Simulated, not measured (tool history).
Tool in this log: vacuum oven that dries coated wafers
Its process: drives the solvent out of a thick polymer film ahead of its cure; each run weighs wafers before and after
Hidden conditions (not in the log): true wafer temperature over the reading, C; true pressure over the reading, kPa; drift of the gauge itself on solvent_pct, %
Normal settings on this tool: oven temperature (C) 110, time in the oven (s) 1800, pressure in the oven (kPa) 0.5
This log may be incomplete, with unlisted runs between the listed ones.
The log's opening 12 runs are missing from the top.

run,hour,oven temperature (C),time in the oven (s),pressure in the oven (kPa),hours of work since the thermocouples were calibrated,hours of work since the vacuum gauge was cleaned of residue,solvent left in the film (%)
13,155.1,110,900,0.5,465,111,3.15
14,171.7,109,1800,0.5,475,121,1.005
15,187.6,109,1800,0.5,485,131,1.011
16,205.2,109,1800,0.5,496,142,0.997
17,221.1,109,1800,0.5,506,152,1.014
18,239.7,109,1800,0.5,518,164,1.012
19,254.7,109,1800,0.5,527,173,1.008
20,270.3,116,1800,0.254,537,183,0.292
21,285.8,99,900,0.26,547,193,6.482
# hour 288.4: vacuum gauge cleaned of residue and calibrated
22,303.9,110,2580,0.5,557,10,0.448
23,314.3,119,1800,0.317,564,16,0.215
24,329.9,107,2460,0.317,574,26,0.621
25,346.1,122,1800,0.811,584,36,0.336
26,364.7,122,1800,0.811,596,48,0.33
# hour 373.6: vacuum gauge cleaned of residue and calibrated, once more
27,377,118,1020,0.98,602,2,1.24
28,391.2,118,1020,0.442,611,11,1.046

Run 29 has not been measured yet. What should we expect?
29,407,99,1380,1.158,621,21,?

For run 29 the tool returned solvent left in the film (%) 4.909.
Had the tool carried no hidden state, the very same run would have given solvent left in the film (%) 4.642.

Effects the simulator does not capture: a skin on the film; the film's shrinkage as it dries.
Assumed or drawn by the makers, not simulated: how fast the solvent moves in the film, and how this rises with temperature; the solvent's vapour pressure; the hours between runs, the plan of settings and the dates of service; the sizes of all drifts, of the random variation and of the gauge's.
